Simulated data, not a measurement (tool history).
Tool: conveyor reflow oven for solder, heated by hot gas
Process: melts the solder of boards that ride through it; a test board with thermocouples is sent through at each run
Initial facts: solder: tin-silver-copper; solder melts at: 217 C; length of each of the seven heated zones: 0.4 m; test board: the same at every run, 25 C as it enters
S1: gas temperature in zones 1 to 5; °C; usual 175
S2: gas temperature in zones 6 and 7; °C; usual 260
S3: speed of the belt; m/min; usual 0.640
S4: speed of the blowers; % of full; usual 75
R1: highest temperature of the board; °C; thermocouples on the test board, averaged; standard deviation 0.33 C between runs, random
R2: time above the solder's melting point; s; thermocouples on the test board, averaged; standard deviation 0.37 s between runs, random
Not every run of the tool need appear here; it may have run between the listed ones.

| run | day | S1 | S2 | S3 | S4 | R1 | R2 |
|---|---|---|---|---|---|---|---|
| 1 | 0.000 | 175 | 260 | 0.640 | 75 | 249.5 | 56.6 |
| 2 | 3.342 | 175 | 260 | 0.640 | 75 | 249.6 | 56.4 |
| 3 | 7.112 | 175 | 260 | 0.640 | 75 | 249.6 | 55.8 |
| 4 | 9.029 | 175 | 260 | 0.640 | 75 | 250.1 | 56.6 |
| 5 | 10.979 | 175 | 260 | 0.640 | 75 | 249.8 | 55.5 |
|  | 11.679 | flux residue cleaned out of gas plates and filters |
|  | 13.992 | thermocouples of zones 6 and 7 changed |
| 6 | 15.396 | 175 | 260 | 0.640 | 75 | 249.5 | 57.1 |
| 7 | 17.408 | 175 | 260 | 0.597 | 75 | 250.9 | 61.8 |
| 8 | 20.992 | 175 | 260 | 0.597 | 75 | 251.4 | 61.6 |
| 9 | 23.533 | 175 | 260 | 0.597 | 75 | 250.9 | 62.0 |
| 10 | 25.942 | 175 | 260 | 0.597 | 75 | 251.1 | 62.1 |
| 11 | 28.179 | 175 | 260 | 0.597 | 75 | 250.9 | 61.7 |
| 12 | 30.721 | 175 | 260 | 0.640 | 75 | 249.9 | 56.3 |
| 13 | 33.112 | 175 | 260 | 0.640 | 75 | 250.0 | 56.6 |
|  | 37.017 | belt drive overhauled, speed set with a stopwatch |
| 14 | 37.217 | 175 | 260 | 0.640 | 75 | 249.0 | 56.1 |
|  | 39.242 | flux residue cleaned out of gas plates and filters |
| 15 | 41.408 | 175 | 260 | 0.640 | 75 | 249.1 | 56.1 |
| 16 | 45.358 | 163 | 262 | 0.513 | 67 | 254.0 | 71.2 |
| 17 | 47.783 | 178 | 257 | 0.676 | 78 | 246.7 | 51.5 |
| 18 | 49.546 | 185 | 260 | 0.676 | 78 | 249.9 | 57.2 |
| 19 | 52.667 | 185 | 260 | 0.676 | 78 | 249.5 | 56.8 |
| 20 | 55.000 | 185 | 260 | 0.676 | 78 | 250.0 | 56.5 |
| 21 | 56.850 | 171 | 254 | 0.640 | 62 | 241.4 | 47.8 |
| 22 | 59.292 | 171 | 254 | 0.640 | 62 | 241.9 | 48.0 |
| 23 | 63.133 | 173 | 254 | 0.640 | 55 | 241.1 | 47.2 |
| 24 | 65.983 | 173 | 254 | 0.640 | 55 | 240.8 | 47.6 |
|  | 66.688 | flux residue cleaned out of gas plates and filters |
| 25 | 68.025 | 179 | 268 | 0.536 | 57 | 259.5 | 76.7 |
| 26 | 71.654 | 183 | 260 | 0.640 | 57 | 249.0 | 57.2 |
| 27 | 73.525 | 183 | 260 | 0.640 | 57 | 248.3 | 57.7 |
| 28 | 75.967 | 175 | 265 | 0.640 | 88 | 255.5 | 60.5 |
| 29 | 79.133 | 170 | 256 | 0.640 | 85 | 247.0 | 52.2 |

Each row is a separate what-if for the run after 29, all from the same tool condition, not one after another. Results?
| A | 83.321 | 169 | 260 | 0.608 | 75 | ? | ? |
| B | 83.321 | 161 | 260 | 0.640 | 75 | ? | ? |
| C | 83.321 | 170 | 252 | 0.640 | 85 | ? | ? |

| run | R1 | R2 |
|---|---|---|
| A | 250.2 | 58.0 |
| B | 248.1 | 49.8 |
| C | 243.2 | 49.8 |
What these runs would have given with no unlogged condition in the tool:
| run | R1 | R2 |
|---|---|---|
| A | 250.2 | 58.0 |
| B | 248.1 | 49.8 |
| C | 243.1 | 49.8 |
